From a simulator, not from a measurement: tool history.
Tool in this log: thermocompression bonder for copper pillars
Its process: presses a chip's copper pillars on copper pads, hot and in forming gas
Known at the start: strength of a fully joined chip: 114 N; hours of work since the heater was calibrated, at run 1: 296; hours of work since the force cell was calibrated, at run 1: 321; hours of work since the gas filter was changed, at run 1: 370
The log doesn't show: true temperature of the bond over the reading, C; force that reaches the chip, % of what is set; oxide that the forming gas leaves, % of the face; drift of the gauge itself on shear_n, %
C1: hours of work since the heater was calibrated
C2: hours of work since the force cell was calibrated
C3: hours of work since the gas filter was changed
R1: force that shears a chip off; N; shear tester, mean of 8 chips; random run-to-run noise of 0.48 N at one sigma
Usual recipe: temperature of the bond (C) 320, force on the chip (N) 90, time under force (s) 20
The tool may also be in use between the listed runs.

run 1 hour=0 | temperature_of_the_bond_(C)=320 force_on_the_chip_(N)=90 time_under_force_(s)=20 | C1=296 C2=321 C3=370 | R1=46.1
-- hour=34.4 forming gas filter changed
run 2 hour=34.4 | temperature_of_the_bond_(C)=320 force_on_the_chip_(N)=90 time_under_force_(s)=20 | C1=312 C2=337 C3=0 | R1=47.4
run 3 hour=72.5 | temperature_of_the_bond_(C)=320 force_on_the_chip_(N)=90 time_under_force_(s)=20 | C1=330 C2=354 C3=18 | R1=46.7
run 4 hour=104.7 | temperature_of_the_bond_(C)=320 force_on_the_chip_(N)=90 time_under_force_(s)=20 | C1=345 C2=370 C3=33 | R1=47.2
run 5 hour=137.3 | temperature_of_the_bond_(C)=320 force_on_the_chip_(N)=90 time_under_force_(s)=20 | C1=360 C2=385 C3=48 | R1=46.7
run 6 hour=163.2 | temperature_of_the_bond_(C)=320 force_on_the_chip_(N)=90 time_under_force_(s)=20 | C1=372 C2=397 C3=61 | R1=46.3
run 7 hour=193.3 | temperature_of_the_bond_(C)=320 force_on_the_chip_(N)=90 time_under_force_(s)=20 | C1=387 C2=411 C3=75 | R1=47.4
run 8 hour=217 | temperature_of_the_bond_(C)=320 force_on_the_chip_(N)=125 time_under_force_(s)=20 | C1=398 C2=423 C3=86 | R1=55.7
run 9 hour=245.1 | temperature_of_the_bond_(C)=320 force_on_the_chip_(N)=125 time_under_force_(s)=20 | C1=411 C2=436 C3=99 | R1=56
run 10 hour=279.3 | temperature_of_the_bond_(C)=320 force_on_the_chip_(N)=64 time_under_force_(s)=20 | C1=427 C2=452 C3=115 | R1=37.6
run 11 hour=310 | temperature_of_the_bond_(C)=320 force_on_the_chip_(N)=64 time_under_force_(s)=20 | C1=441 C2=466 C3=130 | R1=37.5
run 12 hour=335 | temperature_of_the_bond_(C)=320 force_on_the_chip_(N)=64 time_under_force_(s)=20 | C1=453 C2=478 C3=142 | R1=37.5
run 13 hour=358.8 | temperature_of_the_bond_(C)=320 force_on_the_chip_(N)=64 time_under_force_(s)=20 | C1=464 C2=489 C3=153 | R1=37.9
run 14 hour=382.6 | temperature_of_the_bond_(C)=305 force_on_the_chip_(N)=90 time_under_force_(s)=20 | C1=476 C2=501 C3=164 | R1=38.6
run 15 hour=407.9 | temperature_of_the_bond_(C)=305 force_on_the_chip_(N)=90 time_under_force_(s)=20 | C1=488 C2=513 C3=176 | R1=37.2
run 16 hour=429 | temperature_of_the_bond_(C)=305 force_on_the_chip_(N)=90 time_under_force_(s)=20 | C1=498 C2=522 C3=186 | R1=37.7
run 17 hour=446.5 | temperature_of_the_bond_(C)=305 force_on_the_chip_(N)=90 time_under_force_(s)=20 | C1=506 C2=531 C3=194 | R1=37.6
run 18 hour=474.8 | temperature_of_the_bond_(C)=305 force_on_the_chip_(N)=90 time_under_force_(s)=11 | C1=519 C2=544 C3=207 | R1=29.4
run 19 hour=508.9 | temperature_of_the_bond_(C)=320 force_on_the_chip_(N)=69 time_under_force_(s)=20 | C1=535 C2=560 C3=224 | R1=38.9
run 20 hour=543.8 | temperature_of_the_bond_(C)=320 force_on_the_chip_(N)=69 time_under_force_(s)=20 | C1=552 C2=577 C3=240 | R1=37.8
run 21 hour=578.4 | temperature_of_the_bond_(C)=320 force_on_the_chip_(N)=69 time_under_force_(s)=20 | C1=568 C2=593 C3=256 | R1=39.2
run 22 hour=596.4 | temperature_of_the_bond_(C)=320 force_on_the_chip_(N)=69 time_under_force_(s)=20 | C1=576 C2=601 C3=265 | R1=38.4
run 23 hour=625.4 | temperature_of_the_bond_(C)=320 force_on_the_chip_(N)=69 time_under_force_(s)=20 | C1=590 C2=615 C3=278 | R1=38
run 24 hour=648.7 | temperature_of_the_bond_(C)=293 force_on_the_chip_(N)=88 time_under_force_(s)=27 | C1=601 C2=626 C3=289 | R1=34.2
run 25 hour=685 | temperature_of_the_bond_(C)=297 force_on_the_chip_(N)=108 time_under_force_(s)=27 | C1=618 C2=643 C3=306 | R1=42
run 26 hour=716.3 | temperature_of_the_bond_(C)=297 force_on_the_chip_(N)=108 time_under_force_(s)=27 | C1=633 C2=658 C3=321 | R1=40.8
run 27 hour=745.1 | temperature_of_the_bond_(C)=338 force_on_the_chip_(N)=90 time_under_force_(s)=12 | C1=646 C2=671 C3=335 | R1=46.3
run 28 hour=782.8 | temperature_of_the_bond_(C)=336 force_on_the_chip_(N)=131 time_under_force_(s)=28 | C1=664 C2=689 C3=353 | R1=70.4
run 29 hour=816.4 | temperature_of_the_bond_(C)=299 force_on_the_chip_(N)=95 time_under_force_(s)=20 | C1=680 C2=705 C3=368 | R1=35
run 30 hour=851.8 | temperature_of_the_bond_(C)=320 force_on_the_chip_(N)=87 time_under_force_(s)=20 | C1=697 C2=722 C3=385 | R1=43.3
-- hour=856 forming gas filter changed
run 31 hour=882.1 | temperature_of_the_bond_(C)=320 force_on_the_chip_(N)=90 time_under_force_(s)=46 | C1=711 C2=736 C3=12 | R1=62.3
run 32 hour=907.2 | temperature_of_the_bond_(C)=320 force_on_the_chip_(N)=64 time_under_force_(s)=23 | C1=723 C2=748 C3=24 | R1=38.6
run 33 hour=939.8 | temperature_of_the_bond_(C)=320 force_on_the_chip_(N)=64 time_under_force_(s)=23 | C1=738 C2=763 C3=39 | R1=39.5
run 34 hour=970.3 | temperature_of_the_bond_(C)=303 force_on_the_chip_(N)=97 time_under_force_(s)=20 | C1=752 C2=777 C3=54 | R1=37.8
run 35 hour=1004.1 | temperature_of_the_bond_(C)=337 force_on_the_chip_(N)=119 time_under_force_(s)=17 | C1=768 C2=793 C3=70 | R1=58.8
run 36 hour=1037.1 | temperature_of_the_bond_(C)=337 force_on_the_chip_(N)=71 time_under_force_(s)=15 | C1=784 C2=809 C3=85 | R1=43.5
run 37 hour=1066.8 | temperature_of_the_bond_(C)=331 force_on_the_chip_(N)=70 time_under_force_(s)=34 | C1=798 C2=823 C3=99 | R1=53
run 38 hour=1084.1 | temperature_of_the_bond_(C)=293 force_on_the_chip_(N)=70 time_under_force_(s)=34 | C1=806 C2=831 C3=107 | R1=32.7
run 39 hour=1112.1 | temperature_of_the_bond_(C)=320 force_on_the_chip_(N)=90 time_under_force_(s)=37 | C1=819 C2=844 C3=121 | R1=56.3

How would selected steps in R1 from run to run divide? Give the signed amount a tool lacking its hidden state would still show from settings, what came in and random variation, and the signed amount left for the hidden state, including any gauge scatter that is not in both of the compared results.
Run 27 -> 28: temperature of the bond (C) 338 -> 336, force on the chip (N) 90 -> 131, time under force (s) 12 -> 28. R1 +24.1 N: hidden state -1.4, all else +25.5.
Run 28 -> 29: temperature of the bond (C) 336 -> 299, force on the chip (N) 131 -> 95, time under force (s) 28 -> 20. R1 -35.4 N: hidden state +1.7, all else -37.1.
Run 31 -> 32: force on the chip (N) 90 -> 64, time under force (s) 46 -> 23. R1 -23.7 N: hidden state +0.8, all else -24.5.
Run 38 -> 39: temperature of the bond (C) 293 -> 320, force on the chip (N) 70 -> 90, time under force (s) 34 -> 37. R1 +23.6 N: hidden state -1.4, all else +25.

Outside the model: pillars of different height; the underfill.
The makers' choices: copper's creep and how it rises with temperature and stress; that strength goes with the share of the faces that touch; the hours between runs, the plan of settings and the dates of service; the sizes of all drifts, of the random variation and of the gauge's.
